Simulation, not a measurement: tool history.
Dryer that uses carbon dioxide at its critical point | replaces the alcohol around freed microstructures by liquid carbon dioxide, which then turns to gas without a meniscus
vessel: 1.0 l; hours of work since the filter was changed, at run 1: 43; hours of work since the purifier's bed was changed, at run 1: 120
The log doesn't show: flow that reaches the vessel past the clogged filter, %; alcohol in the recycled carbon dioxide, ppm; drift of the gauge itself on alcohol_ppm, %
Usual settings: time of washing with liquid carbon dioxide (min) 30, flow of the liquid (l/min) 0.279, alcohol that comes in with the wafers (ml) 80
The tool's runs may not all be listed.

run	day	time of washing with liquid carbon dioxide (min)	flow of the liquid (l/min)	alcohol that comes in with the wafers (ml)	hours of work since the filter was changed	hours of work since the purifier's bed was changed	alcohol left in the vessel before it's heated (ppm by volume)
1	0	30	0.279	80	43	120	104
2	1.412	30	0.279	80	65	142	112
3	3	30	0.279	80	90	166	124
4	5.221	30	0.279	80	124	201	156
5	6.238	30	0.206	80	140	217	496
6	7.829	30	0.206	80	165	242	515
7	9.162	31	0.279	80	186	262	187
# day 9.925: inlet filter changed
8	10.508	31	0.279	80	9	283	180
9	11.4	30	0.323	80	23	297	165
10	12.871	30	0.323	80	46	319	186
11	14.738	30	0.323	80	75	349	194
12	16.179	30	0.323	80	97	371	221
13	17.85	30	0.323	82	123	397	224
14	19.071	30	0.323	82	142	416	246
15	20.375	27	0.279	80	163	436	330
16	21.471	30	0.279	80	180	453	303
# day 22.521: inlet filter changed
17	23.254	30	0.279	80	11	481	309
18	24.979	30	0.279	80	38	507	315
19	26.071	40	0.279	80	55	524	285
20	27.296	40	0.279	80	74	543	297
# day 27.508: purifier's bed changed
21	28.417	40	0.279	80	90	14	12
22	30.179	40	0.279	80	117	42	25
23	31.146	40	0.279	80	132	57	36
24	32.738	39	0.269	80	157	81	62
25	34.9	44	0.195	52	191	115	113
# day 35.367: inlet filter changed
26	35.95	30	0.25	24	9	131	97
27	36.933	30	0.25	24	24	146	110
28	37.871	30	0.25	24	39	161	125
29	39.4	30	0.377	21	63	185	110
30	40.383	28	0.452	112	78	200	107
31	41.788	18	0.452	77	100	222	159
32	42.929	18	0.452	77	118	240	180
33	43.954	30	0.452	83	134	255	146
34	46.162	30	0.452	83	168	290	165
35	47.908	30	0.279	98	195	317	249
# day 48.104: inlet filter changed
36	49.508	21	0.201	86	22	341	2062
37	51.633	21	0.201	86	55	374	2115
38	52.733	21	0.187	86	72	392	2852
39	53.858	34	0.187	47	90	409	398
40	55.962	31	0.279	80	122	442	287
41	56.925	32	0.474	80	137	457	237
42	58.088	47	0.401	80	155	475	270
43	59.208	48	0.387	26	173	492	259
# day 60.729: inlet filter changed
44	61.133	41	0.26	92	6	522	280
# day 62.75: purifier's bed changed
45	62.75	44	0.26	21	30	0	4
46	64.642	44	0.26	21	59	29	18

The same runs without the tool's hidden state, with the same run-to-run variation:
run	alcohol left in the vessel before it's heated (ppm by volume)
1	39
2	35
3	29
4	41
5	290
6	278
7	35
8	31
9	9
10	15
11	7
12	21
13	14
14	16
15	63
16	36
17	45
18	40
19	3
20	8
21	2
22	0
23	2
24	13
25	31
26	25
27	28
28	34
29	8
30	0
31	27
32	38
33	9
34	9
35	47
36	1795
37	1743
38	2364
39	149
40	31
41	1
42	21
43	0
44	5
45	2
46	0

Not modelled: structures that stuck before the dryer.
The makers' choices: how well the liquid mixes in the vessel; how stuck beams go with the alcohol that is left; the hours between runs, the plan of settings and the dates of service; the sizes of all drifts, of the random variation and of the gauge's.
